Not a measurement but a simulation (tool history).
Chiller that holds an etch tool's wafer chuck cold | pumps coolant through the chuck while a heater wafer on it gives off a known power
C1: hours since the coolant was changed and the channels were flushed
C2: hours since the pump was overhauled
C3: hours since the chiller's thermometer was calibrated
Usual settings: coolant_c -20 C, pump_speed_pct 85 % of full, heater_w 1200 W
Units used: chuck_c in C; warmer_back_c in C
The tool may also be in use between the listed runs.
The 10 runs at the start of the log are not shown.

Run 11, day 28.162: usual settings; C1 300; C2 145; C3 486. Result: chuck_c -10.7 C, warmer_back_c 4.83 C.
Run 12, day 30.058: usual settings but pump_speed_pct 60 % of full; C1 345; C2 190; C3 531. Result: chuck_c -8.2 C, warmer_back_c 6.98 C.
Run 13, day 34.304: usual settings but pump_speed_pct 75 % of full; C1 447; C2 292; C3 633. Result: chuck_c -9.7 C, warmer_back_c 5.55 C.
Run 14, day 36.6: usual settings but heater_w 617 W; C1 502; C2 347; C3 688. Result: chuck_c -15.3 C, warmer_back_c 2.49 C.
At day 38.829: coolant pump overhauled, once more.
Run 15, day 40.288: usual settings but heater_w 617 W; C1 586; C2 35; C3 772. Result: chuck_c -15.3 C, warmer_back_c 2.36 C.
Run 16, day 42.125: usual settings but heater_w 617 W; C1 630; C2 79; C3 816. Result: chuck_c -15.2 C, warmer_back_c 2.39 C.
Run 17, day 46.108: usual settings but heater_w 617 W; C1 725; C2 175; C3 912. Result: chuck_c -15.3 C, warmer_back_c 2.4 C.
Run 18, day 48.554: usual settings but pump_speed_pct 82 % of full, heater_w 1236 W; C1 784; C2 233; C3 970. Result: chuck_c -10.6 C, warmer_back_c 4.97 C.
Run 19, day 52.7: usual settings but pump_speed_pct 77 % of full, heater_w 1236 W; C1 884; C2 333; C3 1070. Result: chuck_c -9.8 C, warmer_back_c 5.37 C.
Run 20, day 56.867: usual settings but coolant_c -11 C, pump_speed_pct 66 % of full, heater_w 1254 W; C1 984; C2 433; C3 1170. Result: chuck_c 0.6 C, warmer_back_c 6.39 C.
Run 21, day 60.567: usual settings but coolant_c -11 C, pump_speed_pct 66 % of full, heater_w 1254 W; C1 1072; C2 522; C3 1259. Result: chuck_c 0.8 C, warmer_back_c 6.47 C.
Run 22, day 63.462: usual settings but coolant_c -14 C, heater_w 1272 W; C1 1142; C2 591; C3 1328. Result: chuck_c -4.4 C, warmer_back_c 4.98 C.
Run 23, day 66.25: usual settings but pump_speed_pct 96 % of full, heater_w 1092 W; C1 1209; C2 658; C3 1395. Result: chuck_c -12.4 C, warmer_back_c 3.78 C.
Run 24, day 69.171: usual settings but pump_speed_pct 96 % of full, heater_w 1092 W; C1 1279; C2 728; C3 1465. Result: chuck_c -12.3 C, warmer_back_c 3.8 C.
Run 25, day 71.683: usual settings but pump_speed_pct 96 % of full, heater_w 1092 W; C1 1339; C2 789; C3 1525. Result: chuck_c -12.2 C, warmer_back_c 3.73 C.
Run 26, day 75.112: usual settings but coolant_c -29 C, pump_speed_pct 65 % of full, heater_w 1420 W; C1 1421; C2 871; C3 1608. Result: chuck_c -15.5 C, warmer_back_c 7.47 C.
Run 27, day 78.696: usual settings but coolant_c -29 C, pump_speed_pct 65 % of full, heater_w 1420 W; C1 1508; C2 957; C3 1694. Result: chuck_c -15.4 C, warmer_back_c 7.44 C.
Run 28, day 80.617: usual settings but coolant_c -16 C, pump_speed_pct 86 % of full; C1 1554; C2 1003; C3 1740. Result: chuck_c -6.7 C, warmer_back_c 4.64 C.
Run 29, day 82.404: usual settings but coolant_c -24 C, pump_speed_pct 63 % of full; C1 1596; C2 1046; C3 1783. Result: chuck_c -12.2 C, warmer_back_c 6.55 C.
Run 30, day 84.325: usual settings but coolant_c -21 C, pump_speed_pct 64 % of full; C1 1643; C2 1092; C3 1829. Result: chuck_c -9.3 C, warmer_back_c 6.43 C.
Run 31, day 88.492: usual settings but pump_speed_pct 99 % of full, heater_w 875 W; C1 1743; C2 1192; C3 1929. Result: chuck_c -13.8 C, warmer_back_c 2.92 C.
Run 32, day 90.979: usual settings but coolant_c -16 C, pump_speed_pct 99 % of full, heater_w 1642 W; C1 1802; C2 1252; C3 1988. Result: chuck_c -4.5 C, warmer_back_c 5.55 C.

The next listed run, before its measurement:
Run 33, day 94.092: usual settings but coolant_c -16 C, pump_speed_pct 99 % of full, heater_w 1642 W; C1 1877; C2 1326; C3 2063. Result: chuck_c ?, warmer_back_c ?.

Run 33 yielded chuck_c -4.4 C, warmer_back_c 5.51 C.
Take away the tool's hidden state, keep the run-to-run variation as it was, and the same run would have given chuck_c -5.4 C, warmer_back_c 5.35 C.
